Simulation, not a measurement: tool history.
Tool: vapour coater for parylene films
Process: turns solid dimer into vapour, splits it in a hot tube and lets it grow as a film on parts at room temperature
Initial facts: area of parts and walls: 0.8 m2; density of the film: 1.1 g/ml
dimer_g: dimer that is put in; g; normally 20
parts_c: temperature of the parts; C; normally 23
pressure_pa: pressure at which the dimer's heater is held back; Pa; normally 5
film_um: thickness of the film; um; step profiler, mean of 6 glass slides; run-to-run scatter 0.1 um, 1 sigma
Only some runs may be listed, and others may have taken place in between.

| run | hour | dimer_g | parts_c | pressure_pa | film_um |
|---|---|---|---|---|---|
| 1 | 0 | 20 | 23 | 5 | 11.41 |
| 2 | 40.6 | 20 | 23 | 5 | 11.16 |
| 3 | 73.1 | 20 | 23 | 5 | 11.29 |
| 4 | 91.9 | 20 | 23 | 5 | 11.12 |
| 5 | 125.8 | 20 | 23 | 5 | 11 |
| 6 | 159.9 | 20 | 23 | 5 | 11.12 |
|  | 188.5 | trap's valve overhauled |
| 7 | 202.1 | 20 | 25 | 5 | 10.86 |
|  | 233.6 | table's thermometer calibrated |
| 8 | 244.4 | 20 | 25 | 5 | 10.99 |
| 9 | 265.8 | 20 | 25 | 5 | 10.94 |
| 10 | 306.9 | 20 | 25 | 5 | 10.81 |
| 11 | 334 | 20 | 25 | 5 | 10.78 |
| 12 | 365.8 | 20 | 25 | 5 | 10.81 |
| 13 | 391.5 | 20 | 25 | 5 | 10.82 |
| 14 | 433.5 | 20 | 25 | 5 | 10.87 |
| 15 | 474.5 | 20 | 25 | 5 | 10.55 |
| 16 | 501.4 | 20 | 23 | 5 | 11.68 |
| 17 | 547.2 | 31 | 23 | 5 | 18.1 |
| 18 | 576.2 | 31 | 23 | 5 | 18.16 |
| 19 | 596.2 | 31 | 23 | 5 | 18.03 |
| 20 | 628.9 | 31 | 23 | 5 | 17.95 |
| 21 | 649.6 | 31 | 23 | 5 | 17.87 |
| 22 | 689 | 23 | 23 | 5 | 13.06 |
| 23 | 729.5 | 23 | 32 | 5 | 8.46 |
| 24 | 755.4 | 23 | 32 | 5 | 8.37 |
| 25 | 776.2 | 20 | 25 | 5 | 10.2 |
| 26 | 794.7 | 20 | 25 | 5 | 10.39 |
| 27 | 814.3 | 20 | 27 | 3.09 | 9.85 |
| 28 | 854 | 20 | 27 | 3.09 | 9.65 |
| 29 | 877.1 | 20 | 19 | 2.13 | 15.28 |
| 30 | 913.7 | 24 | 25 | 6.52 | 11.72 |
| 31 | 944.3 | 20 | 27 | 11.62 | 8.26 |
| 32 | 986.4 | 20 | 27 | 11.62 | 8.21 |
|  | 1011 | trap's valve overhauled |
| 33 | 1013.4 | 10 | 23 | 3.77 | 6.24 |
| 34 | 1058.3 | 11 | 23 | 7.16 | 6.22 |
| 35 | 1097.6 | 35 | 23 | 7.16 | 20.01 |
| 36 | 1135.9 | 35 | 18 | 7.16 | 25.6 |
| 37 | 1157.8 | 36 | 22 | 10.75 | 20.34 |
| 38 | 1194.5 | 36 | 22 | 10.75 | 20.49 |
| 39 | 1227.8 | 20 | 16 | 5 | 16.54 |
| 40 | 1251.1 | 21 | 21 | 7.78 | 13.07 |
| 41 | 1291.6 | 33 | 33 | 10.76 | 10.62 |
| 42 | 1335.7 | 11 | 29 | 3.68 | 4.86 |
| 43 | 1362.5 | 11 | 29 | 3.68 | 4.89 |

Alternative continuations, all from the tool just after run 43; predict every row:
| A | 1395.1 | 10 | 23 | 5 | ? |
| B | 1395.1 | 9 | 15 | 3.46 | ? |
| C | 1395.1 | 11 | 24 | 6.05 | ? |
| D | 1395.1 | 10 | 29 | 3.68 | ? |

| run | film_um |
|---|---|
| A | 5.87 |
| B | 8.07 |
| C | 5.94 |
| D | 4.47 |
Without the tool's unlogged condition, the same runs would have read:
| run | film_um |
|---|---|
| A | 6.25 |
| B | 8.61 |
| C | 6.33 |
| D | 4.76 |

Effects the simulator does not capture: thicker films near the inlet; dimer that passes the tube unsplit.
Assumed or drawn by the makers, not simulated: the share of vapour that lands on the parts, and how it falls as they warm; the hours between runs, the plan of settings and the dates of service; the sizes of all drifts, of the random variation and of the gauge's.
